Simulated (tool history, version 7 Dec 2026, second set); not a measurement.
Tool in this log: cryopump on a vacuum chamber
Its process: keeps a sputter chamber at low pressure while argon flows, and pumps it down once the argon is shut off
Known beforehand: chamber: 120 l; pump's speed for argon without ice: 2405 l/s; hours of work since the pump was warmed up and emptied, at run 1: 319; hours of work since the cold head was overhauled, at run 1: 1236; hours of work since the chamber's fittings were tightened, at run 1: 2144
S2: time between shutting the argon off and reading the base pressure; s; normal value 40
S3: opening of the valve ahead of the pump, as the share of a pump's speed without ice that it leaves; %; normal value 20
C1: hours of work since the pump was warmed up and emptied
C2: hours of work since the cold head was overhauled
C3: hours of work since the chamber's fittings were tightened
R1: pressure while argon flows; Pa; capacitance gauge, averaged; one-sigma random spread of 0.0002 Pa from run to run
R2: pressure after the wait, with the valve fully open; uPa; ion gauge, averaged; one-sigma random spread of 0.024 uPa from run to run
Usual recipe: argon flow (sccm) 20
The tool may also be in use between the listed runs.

Run 1, day 0.000: usual settings; C1 319; C2 1236; C3 2144. Result: R1 0.0716 Pa, R2 1.76 uPa.
Run 2, day 3.558: usual settings; C1 385; C2 1301; C3 2210. Result: R1 0.0720 Pa, R2 1.82 uPa.
Run 3, day 7.062: usual settings but argon flow (sccm) 12; C1 450; C2 1366; C3 2274. Result: R1 0.0431 Pa, R2 1.81 uPa.
Run 4, day 10.533: usual settings but argon flow (sccm) 12; C1 514; C2 1430; C3 2338. Result: R1 0.0430 Pa, R2 1.88 uPa.
Run 5, day 14.533: usual settings; C1 587; C2 1504; C3 2412. Result: R1 0.0724 Pa, R2 1.83 uPa.
Run 6, day 17.742: usual settings but argon flow (sccm) 15; C1 647; C2 1563; C3 2471. Result: R1 0.0544 Pa, R2 1.98 uPa.
At day 19.158: leaking fittings of the chamber tightened, without venting.
Run 7, day 20.767: usual settings but argon flow (sccm) 8; C1 701; C2 1617; C3 30. Result: R1 0.0293 Pa, R2 0.93 uPa.
Run 8, day 23.596: usual settings but argon flow (sccm) 15; C1 753; C2 1670; C3 82. Result: R1 0.0546 Pa, R2 0.93 uPa.
Run 9, day 26.833: usual settings but argon flow (sccm) 15; C1 813; C2 1729; C3 142. Result: R1 0.0544 Pa, R2 0.95 uPa.
At day 27.996: pump warmed up, emptied and cooled again.
Run 10, day 29.925: usual settings but S2 189 s; C1 36; C2 1782; C3 195. Result: R1 0.0707 Pa, R2 0.36 uPa.
Run 11, day 32.304: usual settings but S2 189 s; C1 79; C2 1826; C3 239. Result: R1 0.0711 Pa, R2 0.39 uPa.
Run 12, day 34.088: usual settings but S2 189 s; C1 112; C2 1859; C3 272. Result: R1 0.0712 Pa, R2 0.42 uPa.
Run 13, day 36.317: usual settings but argon flow (sccm) 9; C1 154; C2 1900; C3 313. Result: R1 0.0320 Pa, R2 1.01 uPa.

Predict the results of run 14:
Run 14, day 39.092: usual settings but argon flow (sccm) 9; C1 205; C2 1951; C3 364. Result: R1 ?, R2 ?.

Run 14 came out at R1 0.0321 Pa, R2 1.01 uPa.
With no hidden state in the tool, this same run would have given R1 0.0317 Pa, R2 0.84 uPa.
